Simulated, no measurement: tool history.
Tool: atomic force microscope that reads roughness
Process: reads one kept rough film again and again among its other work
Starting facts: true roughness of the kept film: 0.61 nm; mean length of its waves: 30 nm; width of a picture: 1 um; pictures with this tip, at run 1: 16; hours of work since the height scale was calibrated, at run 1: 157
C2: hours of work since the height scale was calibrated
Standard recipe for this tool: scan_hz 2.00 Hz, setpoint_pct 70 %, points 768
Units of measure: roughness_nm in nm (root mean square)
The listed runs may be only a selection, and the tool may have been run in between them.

Run 1, hour 0.0: usual settings; pictures with this tip 16; C2 157. Result: roughness_nm 0.557 nm (root mean square).
Run 2, hour 9.0: usual settings; pictures with this tip 28; C2 160. Result: roughness_nm 0.558 nm (root mean square).
Run 3, hour 16.4: usual settings; pictures with this tip 37; C2 163. Result: roughness_nm 0.558 nm (root mean square).
Run 4, hour 22.5: usual settings but points 324; pictures with this tip 45; C2 166. Result: roughness_nm 0.552 nm (root mean square).
Run 5, hour 31.7: usual settings; pictures with this tip 57; C2 170. Result: roughness_nm 0.564 nm (root mean square).
Run 6, hour 39.1: usual settings but setpoint_pct 87 %; pictures with this tip 67; C2 173. Result: roughness_nm 0.526 nm (root mean square).
Run 7, hour 47.3: usual settings but setpoint_pct 87 %; pictures with this tip 78; C2 176. Result: roughness_nm 0.525 nm (root mean square).
Run 8, hour 56.3: usual settings but scan_hz 2.78 Hz, setpoint_pct 87 %; pictures with this tip 90; C2 180. Result: roughness_nm 0.495 nm (root mean square).
Run 9, hour 62.6: usual settings; pictures with this tip 98; C2 182. Result: roughness_nm 0.553 nm (root mean square).
Run 10, hour 68.5: usual settings; pictures with this tip 106; C2 184. Result: roughness_nm 0.552 nm (root mean square).
At hour 70.0: height scale calibrated on a step standard.
Run 11, hour 74.7: usual settings; pictures with this tip 112; C2 2. Result: roughness_nm 0.547 nm (root mean square).
Run 12, hour 83.5: usual settings; pictures with this tip 124; C2 5. Result: roughness_nm 0.544 nm (root mean square).
Run 13, hour 91.6: usual settings but scan_hz 1.73 Hz; pictures with this tip 135; C2 9. Result: roughness_nm 0.546 nm (root mean square).
Run 14, hour 99.8: usual settings but scan_hz 3.67 Hz, setpoint_pct 78 %; pictures with this tip 145; C2 12. Result: roughness_nm 0.509 nm (root mean square).
Run 15, hour 107.7: usual settings but setpoint_pct 78 %; pictures with this tip 156; C2 15. Result: roughness_nm 0.535 nm (root mean square).
At hour 114.5: height scale calibrated on a step standard, once more.
Run 16, hour 115.5: usual settings but setpoint_pct 58 %, points 681; pictures with this tip 165; C2 0. Result: roughness_nm 0.562 nm (root mean square).
Run 17, hour 120.0: usual settings but scan_hz 1.27 Hz, setpoint_pct 56 %, points 681; pictures with this tip 170; C2 2. Result: roughness_nm 0.557 nm (root mean square).
Run 18, hour 124.6: usual settings but scan_hz 3.62 Hz, setpoint_pct 61 %, points 682; pictures with this tip 176; C2 4. Result: roughness_nm 0.529 nm (root mean square).
Run 19, hour 131.9: usual settings but scan_hz 1.43 Hz, setpoint_pct 61 %, points 306; pictures with this tip 186; C2 7. Result: roughness_nm 0.546 nm (root mean square).
Run 20, hour 139.4: usual settings but scan_hz 2.25 Hz, setpoint_pct 60 %; pictures with this tip 196; C2 10. Result: roughness_nm 0.549 nm (root mean square).
At hour 144.3: new tip fitted.
Run 21, hour 149.1: usual settings but scan_hz 2.25 Hz, setpoint_pct 60 %, points 335; pictures with this tip 6; C2 14. Result: roughness_nm 0.572 nm (root mean square).
Run 22, hour 155.3: usual settings but scan_hz 2.25 Hz, setpoint_pct 60 %, points 335; pictures with this tip 14; C2 16. Result: roughness_nm 0.573 nm (root mean square).
Run 23, hour 162.8: usual settings but scan_hz 2.25 Hz, setpoint_pct 60 %, points 335; pictures with this tip 24; C2 19. Result: roughness_nm 0.568 nm (root mean square).
Run 24, hour 168.7: usual settings but scan_hz 2.25 Hz, setpoint_pct 60 %, points 335; pictures with this tip 32; C2 22. Result: roughness_nm 0.560 nm (root mean square).
Run 25, hour 174.4: usual settings but scan_hz 0.61 Hz; pictures with this tip 39; C2 24. Result: roughness_nm 0.579 nm (root mean square).
Run 26, hour 182.1: usual settings but scan_hz 2.80 Hz, setpoint_pct 88 %; pictures with this tip 49; C2 27. Result: roughness_nm 0.495 nm (root mean square).

What if the next run were any one of these 3? Each begins from the tool's condition after run 26:
Run A, hour 191.9: usual settings but scan_hz 0.65 Hz, setpoint_pct 67 %, points 312; pictures with this tip 62; C2 31. Result: roughness_nm ?.
Run B, hour 191.9: usual settings but points 792; pictures with this tip 62; C2 31. Result: roughness_nm ?.
Run C, hour 191.9: usual settings but scan_hz 2.80 Hz, setpoint_pct 77 %; pictures with this tip 62; C2 31. Result: roughness_nm ?.

run  roughness_nm
  A         0.568
  B         0.557
  C         0.538
Stripped of hidden state, with their random variation kept, the same runs would have yielded:
run  roughness_nm
  A         0.580
  B         0.568
  C         0.549
